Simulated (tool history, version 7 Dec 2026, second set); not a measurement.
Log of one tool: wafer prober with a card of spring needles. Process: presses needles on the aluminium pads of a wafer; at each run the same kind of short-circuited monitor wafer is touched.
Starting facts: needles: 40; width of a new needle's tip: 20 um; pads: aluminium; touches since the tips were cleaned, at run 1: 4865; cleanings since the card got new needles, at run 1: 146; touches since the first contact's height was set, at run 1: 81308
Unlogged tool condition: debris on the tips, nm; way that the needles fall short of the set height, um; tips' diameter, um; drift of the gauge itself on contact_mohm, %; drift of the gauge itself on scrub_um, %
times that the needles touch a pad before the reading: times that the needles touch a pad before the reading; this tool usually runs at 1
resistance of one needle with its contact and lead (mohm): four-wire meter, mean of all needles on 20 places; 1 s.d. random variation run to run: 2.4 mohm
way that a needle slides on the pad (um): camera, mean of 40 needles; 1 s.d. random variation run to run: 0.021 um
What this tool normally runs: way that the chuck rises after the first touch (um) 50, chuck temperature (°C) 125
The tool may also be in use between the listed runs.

| run | hour | way that the chuck rises after the first touch (um) | chuck temperature (°C) | times that the needles touch a pad before the reading | touches since the tips were cleaned | cleanings since the card got new needles | touches since the first contact's height was set | resistance of one needle with its contact and lead (mohm) | way that a needle slides on the pad (um) |
|---|---|---|---|---|---|---|---|---|---|
| 1 | 0 | 50 | 125 | 1 | 4865 | 146 | 81308 | 333 | 10.24 |
|  | 7.6 | tips cleaned on abrasive film |
|  | 27.2 | tips cleaned on abrasive film |
|  | 48.2 | tips cleaned on abrasive film |
| 2 | 55.8 | 50 | 125 | 1 | 3377 | 149 | 105995 | 335 | 10.2 |
|  | 66.5 | tips cleaned on abrasive film |
|  | 66.8 | height of the first contact set anew |
|  | 85.4 | tips cleaned on abrasive film |
|  | 103.5 | tips cleaned on abrasive film |
| 3 | 108.8 | 50 | 125 | 1 | 2320 | 152 | 18550 | 322 | 10.31 |
|  | 124.4 | tips cleaned on abrasive film |
|  | 144.7 | tips cleaned on abrasive film |
|  | 164 | tips cleaned on abrasive film |
| 4 | 166.5 | 50 | 125 | 1 | 1102 | 155 | 44088 | 304 | 10.27 |
|  | 183 | tips cleaned on abrasive film |
|  | 202 | tips cleaned on abrasive film |
|  | 221.4 | tips cleaned on abrasive film |
| 5 | 225.2 | 50 | 125 | 1 | 1676 | 158 | 70039 | 305 | 10.27 |
|  | 241.9 | tips cleaned on abrasive film |
|  | 258.8 | tips cleaned on abrasive film |
| 6 | 269.2 | 39 | 125 | 1 | 4614 | 160 | 89520 | 375 | 7.96 |
|  | 277.7 | tips cleaned on abrasive film |
|  | 296.3 | tips cleaned on abrasive film |
| 7 | 298.4 | 50 | 96 | 1 | 936 | 162 | 102398 | 296 | 10.18 |
|  | 314.6 | tips cleaned on abrasive film |
|  | 319.1 | height of the first contact set anew |
|  | 334.8 | tips cleaned on abrasive film |
| 8 | 336 | 50 | 96 | 1 | 492 | 164 | 7456 | 287 | 10.3 |
|  | 352.8 | tips cleaned on abrasive film, once more |
|  | 371.9 | tips cleaned on abrasive film |
|  | 391.8 | tips cleaned on abrasive film |
| 9 | 394.6 | 50 | 125 | 1 | 1247 | 167 | 33396 | 312 | 10.28 |
|  | 411 | tips cleaned on abrasive film |
|  | 431.3 | tips cleaned on abrasive film |
| 10 | 446.8 | 50 | 107 | 1 | 6892 | 169 | 56503 | 340 | 10.29 |
|  | 451.1 | tips cleaned on abrasive film |
|  | 471.6 | tips cleaned on abrasive film |
| 11 | 478.4 | 50 | 65 | 1 | 3035 | 171 | 70470 | 313 | 10.25 |
|  | 490.8 | tips cleaned on abrasive film |
|  | 509 | tips cleaned on abrasive film |
| 12 | 511.3 | 50 | 65 | 1 | 1027 | 173 | 84986 | 292 | 10.22 |
|  | 526.3 | tips cleaned on abrasive film |
| 13 | 543 | 50 | 125 | 1 | 7430 | 174 | 99063 | 349 | 10.21 |
|  | 546 | tips cleaned on abrasive film |
|  | 564 | tips cleaned on abrasive film |
|  | 568.3 | height of the first contact set anew |
| 14 | 577.2 | 55 | 113 | 2 | 5720 | 176 | 3966 | 306 | 11.33 |
|  | 581.5 | tips cleaned on abrasive film |
|  | 598.4 | tips cleaned on abrasive film |
| 15 | 613.6 | 55 | 113 | 2 | 6756 | 178 | 20045 | 306 | 11.35 |
|  | 616.6 | tips cleaned on abrasive film |
|  | 635.8 | tips cleaned on abrasive film |
|  | 653.3 | tips cleaned on abrasive film |
|  | 671.1 | tips cleaned on abrasive film |
| 16 | 671.1 | 58 | 34 | 2 | 0 | 182 | 45436 | 260 | 11.93 |
|  | 690.9 | tips cleaned on abrasive film |
|  | 708 | tips cleaned on abrasive film |
| 17 | 711.5 | 60 | 120 | 1 | 1554 | 184 | 63301 | 299 | 12.34 |

Predict the results of run 18:
|  | 728.2 | tips cleaned on abrasive film |
|  | 745.6 | tips cleaned on abrasive film |
| 18 | 750.5 | 58 | 26 | 2 | 2187 | 186 | 80575 | ? | ? |

{"run 18": {"resistance of one needle with its contact and lead (mohm)": 273, "way that a needle slides on the pad (um)": 11.92}}
Were there no unlogged condition in the tool, this run, its random variation unchanged, would have produced resistance of one needle with its contact and lead (mohm) 250, way that a needle slides on the pad (um) 12.03.

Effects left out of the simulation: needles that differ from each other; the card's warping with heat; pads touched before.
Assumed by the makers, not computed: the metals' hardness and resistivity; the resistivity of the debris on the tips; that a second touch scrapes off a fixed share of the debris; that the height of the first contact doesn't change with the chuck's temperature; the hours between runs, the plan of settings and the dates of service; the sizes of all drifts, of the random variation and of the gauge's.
